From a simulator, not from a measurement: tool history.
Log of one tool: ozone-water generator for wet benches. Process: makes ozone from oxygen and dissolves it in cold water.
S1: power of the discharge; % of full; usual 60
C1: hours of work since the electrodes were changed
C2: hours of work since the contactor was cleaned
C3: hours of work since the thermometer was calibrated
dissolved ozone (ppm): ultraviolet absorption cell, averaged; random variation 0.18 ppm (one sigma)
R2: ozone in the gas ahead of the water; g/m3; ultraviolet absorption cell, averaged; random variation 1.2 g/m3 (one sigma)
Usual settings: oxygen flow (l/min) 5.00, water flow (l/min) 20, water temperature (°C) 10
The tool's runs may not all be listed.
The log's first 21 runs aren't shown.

Run 22, hour 1111.5: usual settings but S1 63 % of full, oxygen flow (l/min) 4.63, water temperature (°C) 8; C1 3195; C2 301; C3 1088. Result: dissolved ozone (ppm) 26.2, R2 236.4 g/m3.
Run 23, hour 1161.3: usual settings but oxygen flow (l/min) 4.42; C1 3244; C2 350; C3 1137. Result: dissolved ozone (ppm) 24.5, R2 232.6 g/m3.
Run 24, hour 1191.3: usual settings but oxygen flow (l/min) 4.42; C1 3273; C2 379; C3 1167. Result: dissolved ozone (ppm) 24.4, R2 233.6 g/m3.
Run 25, hour 1224.1: usual settings but S1 59 % of full; C1 3305; C2 411; C3 1199. Result: dissolved ozone (ppm) 23.8, R2 213.4 g/m3.
Run 26, hour 1280.5: usual settings but S1 51 % of full, oxygen flow (l/min) 3.11, water flow (l/min) 14; C1 3361; C2 467; C3 1254. Result: dissolved ozone (ppm) 28.3, R2 249.3 g/m3.
Run 27, hour 1328.6: usual settings but S1 51 % of full, oxygen flow (l/min) 3.11, water flow (l/min) 14; C1 3408; C2 514; C3 1302. Result: dissolved ozone (ppm) 28.2, R2 250.7 g/m3.
Run 28, hour 1389.6: usual settings but S1 51 % of full, oxygen flow (l/min) 7.91, water flow (l/min) 14, water temperature (°C) 11; C1 3468; C2 574; C3 1361. Result: dissolved ozone (ppm) 26.3, R2 144.3 g/m3.
Run 29, hour 1423.3: usual settings but S1 51 % of full, oxygen flow (l/min) 7.91, water flow (l/min) 14, water temperature (°C) 11; C1 3501; C2 607; C3 1394. Result: dissolved ozone (ppm) 26.2, R2 142.6 g/m3.
Run 30, hour 1462.9: usual settings but S1 53 % of full, oxygen flow (l/min) 4.18, water flow (l/min) 23; C1 3540; C2 646; C3 1433. Result: dissolved ozone (ppm) 19.0, R2 214.6 g/m3.
Run 31, hour 1503.1: usual settings but S1 45 % of full, oxygen flow (l/min) 7.14, water flow (l/min) 28, water temperature (°C) 11; C1 3579; C2 685; C3 1473. Result: dissolved ozone (ppm) 14.3, R2 138.0 g/m3.
Run 32, hour 1561.3: usual settings but S1 45 % of full, oxygen flow (l/min) 2.90, water flow (l/min) 28, water temperature (°C) 11; C1 3637; C2 742; C3 1530. Result: dissolved ozone (ppm) 12.9, R2 235.6 g/m3.
Run 33, hour 1631.2: usual settings but S1 45 % of full, oxygen flow (l/min) 2.90, water flow (l/min) 15, water temperature (°C) 11; C1 3705; C2 811; C3 1599. Result: dissolved ozone (ppm) 23.8, R2 234.8 g/m3.
Run 34, hour 1698.5: usual settings but S1 58 % of full, oxygen flow (l/min) 6.82, water flow (l/min) 18, water temperature (°C) 11; C1 3771; C2 877; C3 1665. Result: dissolved ozone (ppm) 25.0, R2 173.9 g/m3.

Forecast each of these 3 alternatives for the next run:
Run A, hour 1755.0: usual settings but S1 49 % of full, oxygen flow (l/min) 6.82, water flow (l/min) 18, water temperature (°C) 11; C1 3827; C2 933; C3 1720. Result: dissolved ozone (ppm) ?, R2 ?.
Run B, hour 1755.0: usual settings but S1 71 % of full, oxygen flow (l/min) 6.82, water flow (l/min) 18, water temperature (°C) 11; C1 3827; C2 933; C3 1720. Result: dissolved ozone (ppm) ?, R2 ?.
Run C, hour 1755.0: usual settings but S1 90 % of full, water flow (l/min) 22, water temperature (°C) 9; C1 3827; C2 933; C3 1720. Result: dissolved ozone (ppm) ?, R2 ?.

run  dissolved ozone (ppm)     R2
  A                   22.0  151.4
  B                   29.4  207.7
  C                   31.5  301.8
Without the tool's hidden state the same runs would have given:
run  dissolved ozone (ppm)     R2
  A                   22.0  151.6
  B                   29.4  208.1
  C                   31.6  302.5
